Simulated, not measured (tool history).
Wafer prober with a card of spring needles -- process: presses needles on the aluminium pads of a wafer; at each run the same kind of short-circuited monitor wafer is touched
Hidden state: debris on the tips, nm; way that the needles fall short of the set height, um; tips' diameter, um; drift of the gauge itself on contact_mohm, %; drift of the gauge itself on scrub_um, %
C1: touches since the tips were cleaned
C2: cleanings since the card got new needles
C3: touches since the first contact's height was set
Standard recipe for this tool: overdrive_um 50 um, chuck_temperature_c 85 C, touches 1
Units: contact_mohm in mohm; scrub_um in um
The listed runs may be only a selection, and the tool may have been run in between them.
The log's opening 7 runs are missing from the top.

-- hour=338.7 tips cleaned on abrasive film
run 8 hour=353.4 | overdrive_um=50 chuck_temperature_c=61 touches=1 | C1=3342 C2=44 C3=69505 | contact_mohm=427 scrub_um=12.74
-- hour=378.9 tips cleaned on abrasive film
run 9 hour=391.8 | overdrive_um=50 chuck_temperature_c=61 touches=1 | C1=2924 C2=45 C3=78178 | contact_mohm=425 scrub_um=12.69
-- hour=416.6 tips cleaned on abrasive film
-- hour=458.4 tips cleaned on abrasive film
run 10 hour=460.9 | overdrive_um=50 chuck_temperature_c=85 touches=1 | C1=569 C2=47 C3=93801 | contact_mohm=359 scrub_um=12.66
-- hour=493.3 tips cleaned on abrasive film
-- hour=529.6 tips cleaned on abrasive film
-- hour=536 height of the first contact set anew
run 11 hour=543.3 | overdrive_um=50 chuck_temperature_c=51 touches=1 | C1=3051 C2=49 C3=1672 | contact_mohm=428 scrub_um=12.96
-- hour=566.9 tips cleaned on abrasive film
-- hour=602.4 tips cleaned on abrasive film
run 12 hour=602.7 | overdrive_um=50 chuck_temperature_c=27 touches=1 | C1=63 C2=51 C3=15090 | contact_mohm=305 scrub_um=12.86
-- hour=638.6 tips cleaned on abrasive film
run 13 hour=649 | overdrive_um=50 chuck_temperature_c=27 touches=1 | C1=2361 C2=52 C3=25574 | contact_mohm=394 scrub_um=12.89
-- hour=677 tips cleaned on abrasive film
run 14 hour=689.6 | overdrive_um=50 chuck_temperature_c=124 touches=1 | C1=2853 C2=53 C3=34743 | contact_mohm=429 scrub_um=12.91
-- hour=716.4 tips cleaned on abrasive film
-- hour=751 tips cleaned on abrasive film
run 15 hour=751 | overdrive_um=50 chuck_temperature_c=124 touches=1 | C1=0 C2=55 C3=48635 | contact_mohm=333 scrub_um=12.81
-- hour=786 tips cleaned on abrasive film
run 16 hour=786 | overdrive_um=50 chuck_temperature_c=124 touches=1 | C1=0 C2=56 C3=56552 | contact_mohm=331 scrub_um=12.76
-- hour=823.7 tips cleaned on abrasive film
run 17 hour=823.7 | overdrive_um=50 chuck_temperature_c=124 touches=1 | C1=0 C2=57 C3=65065 | contact_mohm=326 scrub_um=12.8
-- hour=859.5 tips cleaned on abrasive film
-- hour=897.2 tips cleaned on abrasive film
run 18 hour=899.2 | overdrive_um=50 chuck_temperature_c=90 touches=1 | C1=462 C2=59 C3=82142 | contact_mohm=348 scrub_um=12.71
-- hour=931.8 tips cleaned on abrasive film
run 19 hour=935.7 | overdrive_um=51 chuck_temperature_c=90 touches=1 | C1=888 C2=60 C3=90410 | contact_mohm=362 scrub_um=12.95
-- hour=967.9 tips cleaned on abrasive film
run 20 hour=995.8 | overdrive_um=51 chuck_temperature_c=90 touches=1 | C1=6326 C2=61 C3=104009 | contact_mohm=479 scrub_um=12.86
-- hour=1002.7 tips cleaned on abrasive film
-- hour=1021.5 height of the first contact set anew
-- hour=1038 tips cleaned on abrasive film
run 21 hour=1071.1 | overdrive_um=69 chuck_temperature_c=45 touches=1 | C1=7493 C2=63 C3=11212 | contact_mohm=388 scrub_um=17.89
-- hour=1075.4 tips cleaned on abrasive film
-- hour=1111.9 tips cleaned on abrasive film
run 22 hour=1123.8 | overdrive_um=48 chuck_temperature_c=68 touches=2 | C1=2701 C2=65 C3=23124 | contact_mohm=381 scrub_um=12.38
-- hour=1150.8 tips cleaned on abrasive film
run 23 hour=1183.6 | overdrive_um=42 chuck_temperature_c=68 touches=3 | C1=7434 C2=66 C3=36658 | contact_mohm=402 scrub_um=10.82
-- hour=1188.2 tips cleaned on abrasive film
-- hour=1228.2 tips cleaned on abrasive film
run 24 hour=1228.2 | overdrive_um=54 chuck_temperature_c=39 touches=2 | C1=0 C2=68 C3=46741 | contact_mohm=298 scrub_um=13.85
-- hour=1268.9 tips cleaned on abrasive film
run 25 hour=1271.6 | overdrive_um=54 chuck_temperature_c=39 touches=2 | C1=604 C2=69 C3=56557 | contact_mohm=322 scrub_um=13.84
-- hour=1303.5 tips cleaned on abrasive film
run 26 hour=1315.8 | overdrive_um=37 chuck_temperature_c=96 touches=1 | C1=2784 C2=70 C3=66557 | contact_mohm=543 scrub_um=9.4
-- hour=1339.6 tips cleaned on abrasive film
-- hour=1375.1 tips cleaned on abrasive film
run 27 hour=1383.4 | overdrive_um=37 chuck_temperature_c=66 touches=2 | C1=1869 C2=72 C3=81834 | contact_mohm=426 scrub_um=9.31
-- hour=1412.6 tips cleaned on abrasive film
run 28 hour=1426 | overdrive_um=64 chuck_temperature_c=81 touches=2 | C1=3038 C2=73 C3=91471 | contact_mohm=354 scrub_um=16.33
-- hour=1448.1 tips cleaned on abrasive film
-- hour=1485 tips cleaned on abrasive film
run 29 hour=1485 | overdrive_um=39 chuck_temperature_c=76 touches=1 | C1=0 C2=75 C3=104817 | contact_mohm=339 scrub_um=9.75
-- hour=1508.2 height of the first contact set anew
-- hour=1524.9 tips cleaned on abrasive film
run 30 hour=1534.4 | overdrive_um=39 chuck_temperature_c=118 touches=2 | C1=2146 C2=76 C3=5921 | contact_mohm=439 scrub_um=10.13
-- hour=1561.3 tips cleaned on abrasive film
run 31 hour=1578.7 | overdrive_um=39 chuck_temperature_c=118 touches=2 | C1=3945 C2=77 C3=15934 | contact_mohm=473 scrub_um=10.06

Below are 4 alternative next runs, each starting from the tool's condition after run 31. Predict each:
-- hour=1595.8 tips cleaned on abrasive film
-- hour=1634.7 tips cleaned on abrasive film
run A hour=1649.1 | overdrive_um=48 chuck_temperature_c=85 touches=2 | C1=3260 C2=79 C3=31869 | contact_mohm=? scrub_um=?
-- hour=1595.8 tips cleaned on abrasive film
-- hour=1634.7 tips cleaned on abrasive film
run B hour=1649.1 | overdrive_um=36 chuck_temperature_c=27 touches=3 | C1=3260 C2=79 C3=31869 | contact_mohm=? scrub_um=?
-- hour=1595.8 tips cleaned on abrasive film
-- hour=1634.7 tips cleaned on abrasive film
run C hour=1649.1 | overdrive_um=35 chuck_temperature_c=45 touches=1 | C1=3260 C2=79 C3=31869 | contact_mohm=? scrub_um=?
-- hour=1595.8 tips cleaned on abrasive film
-- hour=1634.7 tips cleaned on abrasive film
run D hour=1649.1 | overdrive_um=45 chuck_temperature_c=70 touches=1 | C1=3260 C2=79 C3=31869 | contact_mohm=? scrub_um=?

run=A contact_mohm=400 scrub_um=12.34
run=B contact_mohm=407 scrub_um=9.21
run=C contact_mohm=607 scrub_um=8.97
run=D contact_mohm=491 scrub_um=11.49
Without the tool's hidden state the same runs would have given:
run=A contact_mohm=300 scrub_um=12.47
run=B contact_mohm=293 scrub_um=9.34
run=C contact_mohm=297 scrub_um=9.1
run=D contact_mohm=303 scrub_um=11.62

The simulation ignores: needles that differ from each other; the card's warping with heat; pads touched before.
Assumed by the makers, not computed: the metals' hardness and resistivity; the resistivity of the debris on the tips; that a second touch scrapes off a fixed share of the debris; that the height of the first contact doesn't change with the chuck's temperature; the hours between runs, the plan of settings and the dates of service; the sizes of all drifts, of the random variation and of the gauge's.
